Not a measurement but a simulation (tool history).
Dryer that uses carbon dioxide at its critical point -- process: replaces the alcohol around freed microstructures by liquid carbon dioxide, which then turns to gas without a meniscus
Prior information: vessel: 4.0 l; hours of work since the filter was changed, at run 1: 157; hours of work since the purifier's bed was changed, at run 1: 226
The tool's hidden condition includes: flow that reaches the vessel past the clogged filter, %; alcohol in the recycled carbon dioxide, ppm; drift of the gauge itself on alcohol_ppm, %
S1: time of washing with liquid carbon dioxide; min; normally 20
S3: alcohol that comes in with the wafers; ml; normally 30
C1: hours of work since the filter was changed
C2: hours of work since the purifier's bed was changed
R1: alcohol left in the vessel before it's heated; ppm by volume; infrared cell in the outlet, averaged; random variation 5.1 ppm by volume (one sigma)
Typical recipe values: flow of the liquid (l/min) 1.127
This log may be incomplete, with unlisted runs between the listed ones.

Run 1, day 0: usual settings; C1 157; C2 226. Result: R1 173 ppm by volume.
Run 2, day 0.317: usual settings; C1 160; C2 229. Result: R1 165 ppm by volume.
Run 3, day 0.696: usual settings; C1 163; C2 233. Result: R1 162 ppm by volume.
Run 4, day 1.138: usual settings; C1 167; C2 237. Result: R1 165 ppm by volume.
Run 5, day 1.417: usual settings but S3 42 ml; C1 169; C2 239. Result: R1 220 ppm by volume.
Run 6, day 1.904: usual settings; C1 174; C2 244. Result: R1 175 ppm by volume.
Run 7, day 2.362: usual settings; C1 178; C2 248. Result: R1 168 ppm by volume.
Run 8, day 2.775: usual settings; C1 182; C2 251. Result: R1 174 ppm by volume.
Run 9, day 3.05: usual settings; C1 184; C2 254. Result: R1 181 ppm by volume.
Run 10, day 3.542: usual settings; C1 189; C2 258. Result: R1 177 ppm by volume.
Run 11, day 3.875: usual settings; C1 192; C2 261. Result: R1 179 ppm by volume.
Run 12, day 4.246: usual settings but S3 48 ml; C1 195; C2 265. Result: R1 248 ppm by volume.
Run 13, day 4.7: usual settings but flow of the liquid (l/min) 1.04, S3 48 ml; C1 199; C2 269. Result: R1 313 ppm by volume.
Run 14, day 4.958: usual settings but flow of the liquid (l/min) 1.04, S3 48 ml; C1 201; C2 271. Result: R1 316 ppm by volume.
Run 15, day 5.571: usual settings but flow of the liquid (l/min) 1.32; C1 207; C2 276. Result: R1 131 ppm by volume.
At day 5.858: inlet filter changed.
Run 16, day 6.133: usual settings but S1 14 min; C1 2; C2 281. Result: R1 385 ppm by volume.
Run 17, day 6.425: usual settings; C1 5; C2 284. Result: R1 163 ppm by volume.
Run 18, day 7.017: usual settings; C1 10; C2 289. Result: R1 157 ppm by volume.
Run 19, day 7.333: usual settings; C1 13; C2 292. Result: R1 164 ppm by volume.
Run 20, day 7.858: usual settings; C1 18; C2 297. Result: R1 161 ppm by volume.
Run 21, day 8.488: usual settings but S1 19 min; C1 24; C2 302. Result: R1 180 ppm by volume.
Run 22, day 8.917: usual settings but S1 19 min; C1 27; C2 306. Result: R1 186 ppm by volume.
Run 23, day 9.375: usual settings but flow of the liquid (l/min) 1.76, S3 51 ml; C1 32; C2 310. Result: R1 98 ppm by volume.
Run 24, day 9.908: usual settings but S1 18 min, flow of the liquid (l/min) 1.91, S3 22 ml; C1 36; C2 315. Result: R1 93 ppm by volume.
Run 25, day 10.3: usual settings but S1 30 min, flow of the liquid (l/min) 1.5; C1 40; C2 319. Result: R1 89 ppm by volume.
Run 26, day 10.746: usual settings but S1 27 min, flow of the liquid (l/min) 1.5; C1 44; C2 323. Result: R1 91 ppm by volume.
Run 27, day 11.108: usual settings but S1 27 min, flow of the liquid (l/min) 1.62; C1 47; C2 326. Result: R1 77 ppm by volume.
Run 28, day 11.596: usual settings but S1 27 min, flow of the liquid (l/min) 1.62; C1 52; C2 330. Result: R1 94 ppm by volume.
Run 29, day 11.917: usual settings but S1 27 min, flow of the liquid (l/min) 1.62; C1 54; C2 333. Result: R1 86 ppm by volume.
Run 30, day 12.188: usual settings but S1 27 min, flow of the liquid (l/min) 0.99, S3 23 ml; C1 57; C2 336. Result: R1 110 ppm by volume.
Run 31, day 12.571: usual settings but S1 15 min, flow of the liquid (l/min) 0.99, S3 23 ml; C1 60; C2 339. Result: R1 388 ppm by volume.
Run 32, day 13.112: usual settings but flow of the liquid (l/min) 1.58; C1 65; C2 344. Result: R1 106 ppm by volume.
Run 33, day 13.421: usual settings but S1 17 min, flow of the liquid (l/min) 1.49; C1 68; C2 347. Result: R1 144 ppm by volume.

The same runs without the tool's hidden state, with the same run-to-run variation:
run   R1
  1   90
  2   82
  3   79
  4   80
  5  122
  6   88
  7   80
  8   83
  9   88
 10   81
 11   86
 12  132
 13  179
 14  185
 15   43
 16  309
 17   90
 18   83
 19   87
 20   82
 21  100
 22  105
 23   20
 24   16
 25   10
 26    8
 27    0
 28   13
 29    1
 30   24
 31  281
 32   17
 33   52
